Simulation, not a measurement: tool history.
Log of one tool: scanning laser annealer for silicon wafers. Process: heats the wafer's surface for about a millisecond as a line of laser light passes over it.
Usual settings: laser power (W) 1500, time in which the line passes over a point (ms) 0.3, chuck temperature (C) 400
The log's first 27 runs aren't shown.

run   hour  laser power (W)  time in which the line passes over a point (ms)  chuck temperature (C)  highest temperature of the surface (C)
 28    409             1597                                            0.375                    388                                    1258
 29  419.6             1567                                             0.22                    400                                    1020
 30  438.5             1567                                             0.22                    400                                    1020
 31    450             1301                                              0.3                    398                                     983
 32  469.4             1301                                            0.359                    398                                    1050
 33  483.2             1301                                            0.359                    398                                    1045
 34  492.3             1301                                            0.359                    398                                    1044
 35    513             1500                                            0.365                    400                                    1180
 36  534.5             1386                                            0.325                    395                                    1056
 37  554.6             1528                                            0.376                    420                                    1234
     562.1  -- window over the wafer cleaned
 38    572             1454                                            0.314                    381                                    1100

Forecast each of these 3 alternatives for the next run:
  A  592.4             1454                                             0.34                    370                                       ?
  B  592.4             1454                                            0.257                    381                                       ?
  C  592.4             1565                                            0.307                    434                                       ?

run  highest temperature of the surface (C)
  A                                    1122
  B                                    1014
  C                                    1208
Without the tool's hidden state the same runs would have given:
run  highest temperature of the surface (C)
  A                                    1132
  B                                    1022
  C                                    1219
